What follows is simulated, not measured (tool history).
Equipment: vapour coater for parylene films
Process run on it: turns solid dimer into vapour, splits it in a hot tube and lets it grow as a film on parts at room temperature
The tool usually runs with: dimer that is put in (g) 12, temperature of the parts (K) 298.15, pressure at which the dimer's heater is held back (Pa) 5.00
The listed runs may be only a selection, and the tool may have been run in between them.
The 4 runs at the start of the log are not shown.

| run | hour | dimer that is put in (g) | temperature of the parts (K) | pressure at which the dimer's heater is held back (Pa) | hours of work since the trap's valve was overhauled | hours of work since the table's thermometer was calibrated | thickness of the film (um) |
|---|---|---|---|---|---|---|---|
| 5 | 41.6 | 12 | 298.15 | 9.05 | 108 | 213 | 8.88 |
| 6 | 57.2 | 12 | 298.15 | 9.05 | 116 | 222 | 8.92 |
| 7 | 71.8 | 12 | 298.15 | 9.05 | 124 | 230 | 8.84 |
| 8 | 78.7 | 5 | 298.15 | 9.05 | 128 | 234 | 3.69 |
| 9 | 87.8 | 12 | 291.15 | 5.00 | 133 | 239 | 11.51 |
| 10 | 97.3 | 12 | 291.15 | 5.00 | 138 | 244 | 11.45 |
| 11 | 113.8 | 12 | 291.15 | 5.00 | 147 | 253 | 11.45 |
| 12 | 124.7 | 12 | 291.15 | 5.00 | 153 | 259 | 11.50 |
| 13 | 140.2 | 12 | 298.15 | 2.45 | 162 | 267 | 11.27 |
| 14 | 155.8 | 12 | 293.15 | 5.00 | 170 | 276 | 11.00 |
| 15 | 166.7 | 12 | 298.15 | 5.00 | 176 | 282 | 9.79 |
| 16 | 173.8 | 12 | 298.15 | 5.00 | 180 | 286 | 9.84 |
| 17 | 188.8 | 12 | 298.15 | 5.00 | 188 | 294 | 9.81 |
| 18 | 199.1 | 12 | 298.15 | 5.00 | 194 | 299 | 9.81 |
| 19 | 213.8 | 12 | 298.15 | 5.00 | 202 | 307 | 9.78 |
| 20 | 224.3 | 12 | 298.15 | 5.00 | 208 | 313 | 9.86 |
| 21 | 236.0 | 16 | 298.15 | 2.98 | 214 | 320 | 14.32 |
| 22 | 247.4 | 16 | 298.15 | 2.98 | 220 | 326 | 14.36 |
| 23 | 261.4 | 16 | 298.15 | 2.98 | 228 | 334 | 14.34 |
| 24 | 269.1 | 16 | 298.15 | 2.98 | 232 | 338 | 14.36 |

Expected results for the next run?
| 25 | 285.8 | 11 | 307.15 | 3.06 | 241 | 347 | ? |

{"run 25": {"thickness of the film (um)": 8.05}}
Had the tool carried no hidden state, the very same run would have given thickness of the film (um) 8.47.

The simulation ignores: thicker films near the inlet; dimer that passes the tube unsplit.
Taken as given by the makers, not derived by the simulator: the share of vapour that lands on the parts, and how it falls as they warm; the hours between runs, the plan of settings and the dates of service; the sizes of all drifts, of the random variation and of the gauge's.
